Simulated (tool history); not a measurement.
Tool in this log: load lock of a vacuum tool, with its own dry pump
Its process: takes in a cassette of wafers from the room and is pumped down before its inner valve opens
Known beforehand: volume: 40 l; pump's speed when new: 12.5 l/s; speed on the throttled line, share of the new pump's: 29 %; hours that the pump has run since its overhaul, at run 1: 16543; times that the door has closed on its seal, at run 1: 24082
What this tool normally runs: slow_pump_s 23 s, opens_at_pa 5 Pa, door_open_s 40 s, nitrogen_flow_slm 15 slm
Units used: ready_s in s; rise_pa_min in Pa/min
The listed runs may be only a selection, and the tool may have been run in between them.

run	hour	slow_pump_s	opens_at_pa	door_open_s	nitrogen_flow_slm	hours that the pump has run since its overhaul	times that the door has closed on its seal	incoming humidity of the room's air, %	ready_s	rise_pa_min
1	0.0	23	5	40	15	16543	24082	43.5	54.1	0.114
2	234.6	23	5	40	15	16778	24435	44.5	54.3	0.111
3	466.2	23	5	40	15	17009	24783	44.6	53.9	0.118
# hour 888.7: dry pump taken out, an overhauled one fitted
4	966.5	23	9	40	15	78	25525	43.0	46.2	0.112
5	1190.6	23	9	40	17	302	25862	47.1	47.1	0.119
6	1456.4	23	9	40	17	568	26262	43.1	46.6	0.117
7	1699.1	23	5	40	15	810	26626	43.4	47.9	0.124
8	2033.7	23	5	40	15	1145	27129	45.4	48.4	0.123
9	2485.9	23	5	40	15	1597	27808	44.5	48.5	0.127
10	2837.2	23	5	40	15	1949	28336	47.1	48.6	0.128
11	3185.1	23	5	40	15	2296	28859	46.3	49.4	0.135
12	3542.5	15	5	40	15	2654	29396	46.4	43.9	0.131
13	4056.9	15	5	40	15	3168	30169	46.0	44.0	0.141
14	4490.7	15	5	40	31	3602	30820	44.8	44.0	0.132
15	4956.4	28	5	40	15	4068	31520	45.5	52.7	0.143
16	5317.5	23	5	40	15	4429	32063	44.9	49.5	0.148
17	5654.3	43	5	40	15	4766	32569	44.8	63.7	0.149
18	6115.0	43	5	40	15	5226	33261	45.8	64.3	0.159
19	6503.0	23	5	40	15	5614	33844	45.7	50.4	0.164
20	6939.9	23	5	40	15	6051	34500	43.0	50.0	0.167
21	7221.8	27	5	40	4	6333	34924	46.0	52.8	0.171
22	7594.6	27	5	40	4	6706	35484	44.7	52.7	0.171
23	7977.6	27	7	48	4	7089	36059	41.4	52.4	0.180
24	8463.3	27	5	43	8	7575	36789	40.6	53.5	0.177
25	8711.4	27	5	43	8	7823	37162	44.0	53.6	0.181
26	9017.8	26	5	40	15	8129	37622	43.6	52.6	0.173
27	9421.6	26	5	40	15	8533	38229	44.2	53.2	0.183
28	9908.6	42	5	40	12	9020	38960	41.6	64.2	0.189
29	10361.2	23	4	184	15	9473	39640	42.8	52.3	0.242
30	10600.5	21	4	98	15	9712	40000	44.3	51.3	0.213
31	10809.7	23	6	70	8	9921	40314	46.9	50.9	0.214
32	11202.6	23	5	74	15	10314	40905	47.9	51.3	0.211
33	11492.0	23	5	74	15	10603	41339	45.6	51.4	0.216
34	12013.5	18	5	104	15	11125	42123	46.0	48.1	0.225
35	12304.9	23	6	40	40	11416	42561	43.8	51.6	0.198

Estimate the outcome of run 36 from the log above:
36	12795.5	43	6	40	40	11907	43298	45.8	?	?

{"run 36": {"ready_s": 65.0, "rise_pa_min": 0.204}}
If the tool had no hidden condition, the same run with the same run-to-run variation would have returned ready_s 62.3 s, rise_pa_min 0.028 Pa/min.

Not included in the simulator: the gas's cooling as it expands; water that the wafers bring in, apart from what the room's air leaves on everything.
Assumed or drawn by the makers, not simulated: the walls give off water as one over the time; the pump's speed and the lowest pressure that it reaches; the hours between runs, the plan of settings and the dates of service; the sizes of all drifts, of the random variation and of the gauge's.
